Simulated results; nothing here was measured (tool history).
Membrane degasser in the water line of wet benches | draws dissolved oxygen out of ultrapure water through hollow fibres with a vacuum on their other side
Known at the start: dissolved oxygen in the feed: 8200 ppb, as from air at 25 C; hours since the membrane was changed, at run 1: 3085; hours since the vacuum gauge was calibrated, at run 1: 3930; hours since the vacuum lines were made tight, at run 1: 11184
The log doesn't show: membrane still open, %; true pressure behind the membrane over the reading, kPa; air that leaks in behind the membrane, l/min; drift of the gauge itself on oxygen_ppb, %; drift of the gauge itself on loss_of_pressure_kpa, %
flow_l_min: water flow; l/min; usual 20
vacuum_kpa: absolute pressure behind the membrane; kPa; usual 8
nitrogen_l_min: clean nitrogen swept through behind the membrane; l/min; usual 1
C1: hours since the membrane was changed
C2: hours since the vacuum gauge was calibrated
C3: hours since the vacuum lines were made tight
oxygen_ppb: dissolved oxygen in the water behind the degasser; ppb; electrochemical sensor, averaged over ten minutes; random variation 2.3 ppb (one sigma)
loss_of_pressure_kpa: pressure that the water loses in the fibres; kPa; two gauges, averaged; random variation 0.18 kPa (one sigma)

run 1 day=0 | flow_l_min=20 vacuum_kpa=8 nitrogen_l_min=1 | C1=3085 C2=3930 C3=11184 | oxygen_ppb=243.9 loss_of_pressure_kpa=33.37
-- day=5.562 vacuum gauge calibrated
run 2 day=8.717 | flow_l_min=20 vacuum_kpa=8 nitrogen_l_min=0.47 | C1=3294 C2=76 C3=11393 | oxygen_ppb=419 loss_of_pressure_kpa=33.54
run 3 day=18.25 | flow_l_min=20 vacuum_kpa=8 nitrogen_l_min=0.47 | C1=3523 C2=304 C3=11621 | oxygen_ppb=412.7 loss_of_pressure_kpa=33.58
run 4 day=25.688 | flow_l_min=20 vacuum_kpa=5.52 nitrogen_l_min=1 | C1=3701 C2=483 C3=11800 | oxygen_ppb=129.1 loss_of_pressure_kpa=33.74
run 5 day=30.792 | flow_l_min=20 vacuum_kpa=15.12 nitrogen_l_min=1 | C1=3824 C2=606 C3=11922 | oxygen_ppb=539.5 loss_of_pressure_kpa=33.42
run 6 day=36.475 | flow_l_min=20 vacuum_kpa=15.12 nitrogen_l_min=1 | C1=3960 C2=742 C3=12059 | oxygen_ppb=528.4 loss_of_pressure_kpa=33.71
run 7 day=42.608 | flow_l_min=20 vacuum_kpa=8 nitrogen_l_min=1.62 | C1=4107 C2=889 C3=12206 | oxygen_ppb=166.3 loss_of_pressure_kpa=33.61
run 8 day=50.554 | flow_l_min=20 vacuum_kpa=8 nitrogen_l_min=0.46 | C1=4298 C2=1080 C3=12397 | oxygen_ppb=427.9 loss_of_pressure_kpa=34.03
run 9 day=59.146 | flow_l_min=20 vacuum_kpa=8 nitrogen_l_min=1 | C1=4504 C2=1286 C3=12603 | oxygen_ppb=237.9 loss_of_pressure_kpa=33.88
run 10 day=66.683 | flow_l_min=20 vacuum_kpa=8 nitrogen_l_min=1 | C1=4685 C2=1467 C3=12784 | oxygen_ppb=237.4 loss_of_pressure_kpa=33.9
run 11 day=73.425 | flow_l_min=20 vacuum_kpa=8 nitrogen_l_min=1 | C1=4847 C2=1629 C3=12946 | oxygen_ppb=239.2 loss_of_pressure_kpa=34.02
run 12 day=77.896 | flow_l_min=20 vacuum_kpa=15.76 nitrogen_l_min=1 | C1=4954 C2=1736 C3=13053 | oxygen_ppb=556.2 loss_of_pressure_kpa=33.99
-- day=80.658 seals of the vacuum lines changed
run 13 day=83.45 | flow_l_min=20 vacuum_kpa=15.76 nitrogen_l_min=1 | C1=5086 C2=1867 C3=67 | oxygen_ppb=555.5 loss_of_pressure_kpa=34.13
run 14 day=91.5 | flow_l_min=20 vacuum_kpa=15.76 nitrogen_l_min=1 | C1=5279 C2=2061 C3=260 | oxygen_ppb=554.8 loss_of_pressure_kpa=34.07
run 15 day=97.758 | flow_l_min=20 vacuum_kpa=15.76 nitrogen_l_min=1 | C1=5429 C2=2211 C3=410 | oxygen_ppb=551.4 loss_of_pressure_kpa=33.82
run 16 day=103.825 | flow_l_min=24 vacuum_kpa=15.76 nitrogen_l_min=1 | C1=5575 C2=2356 C3=556 | oxygen_ppb=666.7 loss_of_pressure_kpa=40.79
run 17 day=110.425 | flow_l_min=24 vacuum_kpa=15.76 nitrogen_l_min=1 | C1=5733 C2=2515 C3=714 | oxygen_ppb=678.4 loss_of_pressure_kpa=40.85
run 18 day=119.967 | flow_l_min=20 vacuum_kpa=9 nitrogen_l_min=1 | C1=5962 C2=2744 C3=943 | oxygen_ppb=285.1 loss_of_pressure_kpa=34.01
run 19 day=128.075 | flow_l_min=25 vacuum_kpa=8 nitrogen_l_min=2.67 | C1=6157 C2=2938 C3=1138 | oxygen_ppb=174.4 loss_of_pressure_kpa=42.96
run 20 day=135.554 | flow_l_min=19 vacuum_kpa=9.59 nitrogen_l_min=1.6 | C1=6336 C2=3118 C3=1318 | oxygen_ppb=200.9 loss_of_pressure_kpa=32.76
run 21 day=142.521 | flow_l_min=19 vacuum_kpa=9.59 nitrogen_l_min=1.6 | C1=6503 C2=3285 C3=1485 | oxygen_ppb=201.8 loss_of_pressure_kpa=32.48
run 22 day=147.7 | flow_l_min=19 vacuum_kpa=9.59 nitrogen_l_min=1.6 | C1=6628 C2=3409 C3=1609 | oxygen_ppb=199.5 loss_of_pressure_kpa=32.41
run 23 day=152.875 | flow_l_min=13 vacuum_kpa=12.66 nitrogen_l_min=0.43 | C1=6752 C2=3533 C3=1733 | oxygen_ppb=584.2 loss_of_pressure_kpa=22.2
run 24 day=160.779 | flow_l_min=24 vacuum_kpa=8 nitrogen_l_min=0.45 | C1=6941 C2=3723 C3=1923 | oxygen_ppb=532.6 loss_of_pressure_kpa=40.95
run 25 day=169.129 | flow_l_min=30 vacuum_kpa=17.7 nitrogen_l_min=0.45 | C1=7142 C2=3924 C3=2123 | oxygen_ppb=1582.9 loss_of_pressure_kpa=51.47
-- day=174.525 vacuum gauge calibrated
run 26 day=176.525 | flow_l_min=30 vacuum_kpa=17.7 nitrogen_l_min=0.45 | C1=7319 C2=48 C3=2300 | oxygen_ppb=1570.3 loss_of_pressure_kpa=51.63
run 27 day=184.817 | flow_l_min=20 vacuum_kpa=8.54 nitrogen_l_min=2.32 | C1=7518 C2=247 C3=2499 | oxygen_ppb=135.5 loss_of_pressure_kpa=34.51
run 28 day=192.492 | flow_l_min=20 vacuum_kpa=18.03 nitrogen_l_min=0.9 | C1=7702 C2=431 C3=2683 | oxygen_ppb=694.9 loss_of_pressure_kpa=34.56
run 29 day=199.358 | flow_l_min=20 vacuum_kpa=8 nitrogen_l_min=0.89 | C1=7867 C2=596 C3=2848 | oxygen_ppb=266.7 loss_of_pressure_kpa=34.32
run 30 day=206.992 | flow_l_min=31 vacuum_kpa=10.37 nitrogen_l_min=1 | C1=8050 C2=779 C3=3032 | oxygen_ppb=584.4 loss_of_pressure_kpa=53.33
run 31 day=212.892 | flow_l_min=31 vacuum_kpa=10.37 nitrogen_l_min=1 | C1=8192 C2=921 C3=3173 | oxygen_ppb=584.1 loss_of_pressure_kpa=53.79

5 ways to go on from here, each from the tool as it stands after run 31. What would each give?
run A day=217.933 | flow_l_min=15 vacuum_kpa=8 nitrogen_l_min=0.58 | C1=8313 C2=1042 C3=3294 | oxygen_ppb=? loss_of_pressure_kpa=?
run B day=217.933 | flow_l_min=31 vacuum_kpa=12.72 nitrogen_l_min=1 | C1=8313 C2=1042 C3=3294 | oxygen_ppb=? loss_of_pressure_kpa=?
run C day=217.933 | flow_l_min=20 vacuum_kpa=10.37 nitrogen_l_min=1 | C1=8313 C2=1042 C3=3294 | oxygen_ppb=? loss_of_pressure_kpa=?
run D day=217.933 | flow_l_min=17 vacuum_kpa=10.37 nitrogen_l_min=1 | C1=8313 C2=1042 C3=3294 | oxygen_ppb=? loss_of_pressure_kpa=?
run E day=217.933 | flow_l_min=29 vacuum_kpa=7.98 nitrogen_l_min=0.65 | C1=8313 C2=1042 C3=3294 | oxygen_ppb=? loss_of_pressure_kpa=?

run=A oxygen_ppb=273.6 loss_of_pressure_kpa=26.09
run=B oxygen_ppb=712.4 loss_of_pressure_kpa=53.45
run=C oxygen_ppb=338.9 loss_of_pressure_kpa=34.3
run=D oxygen_ppb=280.6 loss_of_pressure_kpa=29.64
run=E oxygen_ppb=517.1 loss_of_pressure_kpa=50.33
Without the tool's hidden state the same runs would have given:
run=A oxygen_ppb=268.2 loss_of_pressure_kpa=24.94
run=B oxygen_ppb=686.2 loss_of_pressure_kpa=51.07
run=C oxygen_ppb=329.5 loss_of_pressure_kpa=32.77
run=D oxygen_ppb=274.4 loss_of_pressure_kpa=28.33
run=E oxygen_ppb=492.8 loss_of_pressure_kpa=48.11
